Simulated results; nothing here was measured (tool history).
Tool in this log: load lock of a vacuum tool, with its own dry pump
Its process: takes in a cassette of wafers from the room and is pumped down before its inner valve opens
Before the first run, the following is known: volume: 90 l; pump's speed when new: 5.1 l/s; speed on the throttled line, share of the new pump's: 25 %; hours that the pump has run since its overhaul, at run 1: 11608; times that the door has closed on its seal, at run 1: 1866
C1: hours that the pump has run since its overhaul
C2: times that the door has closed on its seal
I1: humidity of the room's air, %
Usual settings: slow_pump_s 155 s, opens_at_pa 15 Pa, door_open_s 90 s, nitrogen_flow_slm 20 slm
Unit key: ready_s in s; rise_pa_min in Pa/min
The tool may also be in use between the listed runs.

Run 1, hour 0.0: usual settings; C1 11608; C2 1866; I1 42.4. Result: ready_s 286.3 s, rise_pa_min 0.036 Pa/min.
Run 2, hour 355.6: usual settings; C1 11964; C2 3300; I1 44.1. Result: ready_s 288.7 s, rise_pa_min 0.036 Pa/min.
Run 3, hour 696.3: usual settings but opens_at_pa 26 Pa; C1 12304; C2 4675; I1 46.2. Result: ready_s 275.5 s, rise_pa_min 0.047 Pa/min.
Run 4, hour 1297.1: usual settings but nitrogen_flow_slm 19 slm; C1 12905; C2 7099; I1 44.6. Result: ready_s 289.8 s, rise_pa_min 0.062 Pa/min.
Run 5, hour 1830.7: usual settings but door_open_s 233 s; C1 13439; C2 9251; I1 46.6. Result: ready_s 289.3 s, rise_pa_min 0.094 Pa/min.
Run 6, hour 2106.2: usual settings but opens_at_pa 14 Pa, door_open_s 233 s; C1 13714; C2 10363; I1 45.5. Result: ready_s 291.1 s, rise_pa_min 0.093 Pa/min.
Run 7, hour 2479.4: usual settings but opens_at_pa 14 Pa, door_open_s 233 s, nitrogen_flow_slm 33 slm; C1 14088; C2 11868; I1 44.2. Result: ready_s 289.6 s, rise_pa_min 0.097 Pa/min.
Run 8, hour 2812.7: usual settings; C1 14421; C2 13213; I1 47.7. Result: ready_s 293.6 s, rise_pa_min 0.105 Pa/min.
Run 9, hour 3130.4: usual settings; C1 14739; C2 14495; I1 48.7. Result: ready_s 292.3 s, rise_pa_min 0.127 Pa/min.
Run 10, hour 3483.8: usual settings; C1 15092; C2 15920; I1 44.0. Result: ready_s 293.1 s, rise_pa_min 0.133 Pa/min.
Run 11, hour 4027.5: usual settings but slow_pump_s 278 s, door_open_s 111 s, nitrogen_flow_slm 33 slm; C1 15636; C2 18113; I1 44.5. Result: ready_s 379.7 s, rise_pa_min 0.146 Pa/min.
Run 12, hour 4383.6: usual settings but slow_pump_s 263 s, opens_at_pa 11 Pa, door_open_s 150 s, nitrogen_flow_slm 9 slm; C1 15992; C2 19550; I1 44.2. Result: ready_s 375.9 s, rise_pa_min 0.183 Pa/min.
Run 13, hour 4865.8: usual settings but slow_pump_s 263 s, opens_at_pa 11 Pa, door_open_s 44 s, nitrogen_flow_slm 9 slm; C1 16474; C2 21496; I1 43.2. Result: ready_s 380.4 s, rise_pa_min 0.179 Pa/min.
Run 14, hour 5367.9: usual settings but slow_pump_s 263 s, opens_at_pa 11 Pa, door_open_s 44 s, nitrogen_flow_slm 9 slm; C1 16976; C2 23521; I1 40.8. Result: ready_s 375.7 s, rise_pa_min 0.205 Pa/min.
Run 15, hour 5741.8: usual settings but slow_pump_s 263 s, opens_at_pa 11 Pa, door_open_s 44 s, nitrogen_flow_slm 9 slm; C1 17350; C2 25030; I1 41.6. Result: ready_s 380.4 s, rise_pa_min 0.222 Pa/min.
Run 16, hour 6215.5: usual settings but slow_pump_s 92 s, opens_at_pa 21 Pa, door_open_s 148 s, nitrogen_flow_slm 12 slm; C1 17824; C2 26940; I1 47.2. Result: ready_s 247.1 s, rise_pa_min 0.265 Pa/min.
Run 17, hour 6675.1: usual settings but slow_pump_s 92 s, opens_at_pa 21 Pa, door_open_s 148 s, nitrogen_flow_slm 12 slm; C1 18283; C2 28795; I1 43.6. Result: ready_s 250.7 s, rise_pa_min 0.284 Pa/min.
Run 18, hour 7081.1: usual settings but slow_pump_s 113 s, door_open_s 165 s; C1 18689; C2 30432; I1 46.9. Result: ready_s 268.6 s, rise_pa_min 0.314 Pa/min.
Run 19, hour 7611.2: usual settings but slow_pump_s 130 s, opens_at_pa 20 Pa, door_open_s 125 s; C1 19219; C2 32571; I1 49.0. Result: ready_s 278.7 s, rise_pa_min 0.333 Pa/min.

Predict each of these 4 candidate next runs independently; none follows another, all start after run 19:
Run A, hour 8206.1: usual settings but slow_pump_s 130 s, door_open_s 74 s, nitrogen_flow_slm 8 slm; C1 19814; C2 34971; I1 48.5. Result: ready_s ?, rise_pa_min ?.
Run B, hour 8206.1: usual settings but slow_pump_s 201 s, opens_at_pa 20 Pa, door_open_s 115 s, nitrogen_flow_slm 26 slm; C1 19814; C2 34971; I1 40.2. Result: ready_s ?, rise_pa_min ?.
Run C, hour 8206.1: usual settings but opens_at_pa 11 Pa, door_open_s 206 s, nitrogen_flow_slm 18 slm; C1 19814; C2 34971; I1 43.4. Result: ready_s ?, rise_pa_min ?.
Run D, hour 8206.1: usual settings but slow_pump_s 130 s, opens_at_pa 28 Pa, door_open_s 211 s; C1 19814; C2 34971; I1 46.5. Result: ready_s ?, rise_pa_min ?.

run  ready_s  rise_pa_min
  A    285.0        0.370
  B    328.5        0.356
  C    307.0        0.371
  D    270.6        0.371
Take away the tool's hidden state, keep each run's random variation, and the runs would have read:
run  ready_s  rise_pa_min
  A    254.8        0.031
  B    303.4        0.020
  C    276.7        0.033
  D    243.1        0.035
